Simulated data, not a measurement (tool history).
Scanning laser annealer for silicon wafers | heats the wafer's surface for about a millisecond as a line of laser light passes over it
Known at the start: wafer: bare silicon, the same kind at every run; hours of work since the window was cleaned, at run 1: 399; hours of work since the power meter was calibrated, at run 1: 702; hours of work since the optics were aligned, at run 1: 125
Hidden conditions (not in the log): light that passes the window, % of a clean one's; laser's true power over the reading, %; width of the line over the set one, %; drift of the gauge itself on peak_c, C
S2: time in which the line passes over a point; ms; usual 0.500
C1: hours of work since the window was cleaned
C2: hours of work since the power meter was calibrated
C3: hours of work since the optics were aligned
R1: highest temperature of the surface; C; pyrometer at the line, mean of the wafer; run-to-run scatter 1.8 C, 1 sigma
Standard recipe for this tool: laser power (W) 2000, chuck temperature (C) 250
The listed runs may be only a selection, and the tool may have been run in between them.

Run 1, hour 0.0: usual settings; C1 399; C2 702; C3 125. Result: R1 986 C.
Run 2, hour 23.0: usual settings; C1 417; C2 720; C3 143. Result: R1 984 C.
Run 3, hour 44.7: usual settings; C1 434; C2 737; C3 160. Result: R1 981 C.
Run 4, hour 59.3: usual settings but S2 0.498 ms; C1 445; C2 748; C3 171. Result: R1 982 C.
Run 5, hour 76.3: usual settings but S2 0.498 ms; C1 458; C2 761; C3 184. Result: R1 982 C.
Run 6, hour 94.9: usual settings but S2 0.498 ms; C1 473; C2 776; C3 199. Result: R1 984 C.
Run 7, hour 118.4: usual settings but S2 0.490 ms; C1 491; C2 794; C3 217. Result: R1 971 C.
Run 8, hour 134.7: usual settings but S2 0.490 ms; C1 504; C2 806; C3 230. Result: R1 974 C.
Run 9, hour 146.1: usual settings but S2 0.490 ms; C1 513; C2 815; C3 238. Result: R1 973 C.
Run 10, hour 167.5: usual settings but S2 0.490 ms; C1 529; C2 832; C3 255. Result: R1 971 C.
Run 11, hour 186.1: usual settings but S2 0.490 ms; C1 544; C2 846; C3 270. Result: R1 971 C.
Run 12, hour 198.8: usual settings but laser power (W) 2149; C1 553; C2 856; C3 279. Result: R1 1039 C.
Run 13, hour 213.1: usual settings but laser power (W) 2149; C1 565; C2 867; C3 291. Result: R1 1036 C.
Run 14, hour 226.2: usual settings but laser power (W) 2149; C1 575; C2 878; C3 301. Result: R1 1037 C.
Run 15, hour 248.3: usual settings but laser power (W) 2149; C1 592; C2 895; C3 318. Result: R1 1034 C.
Run 16, hour 271.9: usual settings but laser power (W) 2149; C1 610; C2 913; C3 336. Result: R1 1034 C.
Run 17, hour 288.2: usual settings but laser power (W) 2149; C1 623; C2 926; C3 349. Result: R1 1029 C.
At hour 292.0: window over the wafer cleaned.
Run 18, hour 314.4: usual settings; C1 17; C2 944; C3 368. Result: R1 970 C.
Run 19, hour 336.4: usual settings; C1 34; C2 961; C3 385. Result: R1 967 C.
Run 20, hour 351.9: usual settings; C1 47; C2 974; C3 397. Result: R1 967 C.
Run 21, hour 373.1: usual settings but chuck temperature (C) 289; C1 63; C2 990; C3 413. Result: R1 1005 C.
At hour 382.9: window over the wafer cleaned, once more.
Run 22, hour 386.9: usual settings but S2 0.594 ms, chuck temperature (C) 249; C1 3; C2 999; C3 422. Result: R1 1071 C.
Run 23, hour 409.1: usual settings but S2 0.594 ms, chuck temperature (C) 249; C1 20; C2 1016; C3 440. Result: R1 1072 C.
Run 24, hour 424.4: usual settings but S2 0.594 ms, chuck temperature (C) 249; C1 32; C2 1028; C3 452. Result: R1 1070 C.
Run 25, hour 446.0: usual settings but laser power (W) 1740, S2 0.480 ms, chuck temperature (C) 217; C1 49; C2 1045; C3 468. Result: R1 846 C.
Run 26, hour 462.6: usual settings but laser power (W) 2128, S2 0.361 ms, chuck temperature (C) 281; C1 62; C2 1058; C3 481. Result: R1 955 C.
Run 27, hour 476.7: usual settings but laser power (W) 1819, S2 0.464 ms; C1 73; C2 1069; C3 492. Result: R1 898 C.
Run 28, hour 496.8: usual settings but laser power (W) 1759, S2 0.585 ms, chuck temperature (C) 248; C1 88; C2 1084; C3 508. Result: R1 957 C.
Run 29, hour 519.1: usual settings but laser power (W) 1848, S2 0.463 ms, chuck temperature (C) 229; C1 106; C2 1102; C3 525. Result: R1 887 C.
Run 30, hour 537.2: usual settings but laser power (W) 1742, S2 0.401 ms, chuck temperature (C) 254; C1 120; C2 1116; C3 539. Result: R1 828 C.
Run 31, hour 552.6: usual settings but laser power (W) 1785, S2 0.401 ms, chuck temperature (C) 245; C1 132; C2 1128; C3 551. Result: R1 833 C.
Run 32, hour 576.0: usual settings but laser power (W) 1785, S2 0.401 ms, chuck temperature (C) 245; C1 150; C2 1146; C3 569. Result: R1 831 C.
Run 33, hour 599.8: usual settings but S2 0.351 ms; C1 168; C2 1164; C3 588. Result: R1 871 C.
Run 34, hour 621.7: usual settings but S2 0.498 ms, chuck temperature (C) 245; C1 185; C2 1181; C3 605. Result: R1 983 C.
Run 35, hour 645.9: usual settings but laser power (W) 1723, S2 0.568 ms, chuck temperature (C) 245; C1 204; C2 1200; C3 623. Result: R1 925 C.
Run 36, hour 668.7: usual settings but laser power (W) 1723, S2 0.586 ms, chuck temperature (C) 256; C1 222; C2 1218; C3 641. Result: R1 944 C.
Run 37, hour 690.0: usual settings but laser power (W) 1723, S2 0.586 ms, chuck temperature (C) 256; C1 238; C2 1234; C3 658. Result: R1 943 C.
Run 38, hour 706.0: usual settings but laser power (W) 1723, S2 0.586 ms, chuck temperature (C) 256; C1 251; C2 1247; C3 670. Result: R1 945 C.
Run 39, hour 728.9: usual settings but laser power (W) 1723, S2 0.586 ms, chuck temperature (C) 253; C1 269; C2 1265; C3 688. Result: R1 939 C.
Run 40, hour 748.0: usual settings but laser power (W) 1952, S2 0.538 ms, chuck temperature (C) 270; C1 283; C2 1279; C3 703. Result: R1 1016 C.
Run 41, hour 770.1: usual settings but laser power (W) 2176, S2 0.397 ms, chuck temperature (C) 229; C1 301; C2 1297; C3 720. Result: R1 943 C.

What if the next run were any one of these 4? Each begins from the tool's condition after run 41:
Run A, hour 787.4: usual settings but laser power (W) 2150, S2 0.352 ms, chuck temperature (C) 252; C1 314; C2 1310; C3 733. Result: R1 ?.
Run B, hour 787.4: usual settings but laser power (W) 2176, S2 0.397 ms, chuck temperature (C) 262; C1 314; C2 1310; C3 733. Result: R1 ?.
Run C, hour 787.4: usual settings but chuck temperature (C) 288; C1 314; C2 1310; C3 733. Result: R1 ?.
Run D, hour 787.4: usual settings but laser power (W) 1815, S2 0.581 ms, chuck temperature (C) 229; C1 314; C2 1310; C3 733. Result: R1 ?.

run    R1
  A   914
  B   973
  C  1026
  D   947
Stripped of hidden state, with their random variation kept, the same runs would have yielded:
run    R1
  A   930
  B   991
  C  1044
  D   964
